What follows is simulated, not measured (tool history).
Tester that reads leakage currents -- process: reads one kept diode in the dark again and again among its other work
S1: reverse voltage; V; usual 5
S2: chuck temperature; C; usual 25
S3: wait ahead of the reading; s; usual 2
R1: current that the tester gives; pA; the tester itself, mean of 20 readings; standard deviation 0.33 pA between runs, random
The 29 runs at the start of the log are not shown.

run      day    S1  S2    S3      R1
 30   91.125     5  43  0.36  470.79
 31   94.717     5  25  0.99  109.83
 32   98.162  7.29  44     2  625.36
 33  101.308  7.29  44     2  625.88
 34    104.6  7.29  44     2  619.24
 35  106.571  7.29  44     2   619.8
 36  109.317  1.21  44     2  228.27
 37  112.625  1.21  44     2  229.25
 38  116.933  1.21  44     2  227.85
      118.25  -- probe card cleaned and baked
 39  120.688  1.21  44     2  226.42

3 ways to go on from here, each from the tool as it stands after run 39. What would each give?
  A  122.504   1.34  40     2   ?
  B  122.504  15.86  59  3.83   ?
  C  122.504   1.32  51  5.67   ?

run       R1
  A   174.45
  B  2870.66
  C   405.27
Without the tool's unlogged condition, the same runs would have read:
run       R1
  A   187.92
  B  3070.27
  C   434.79
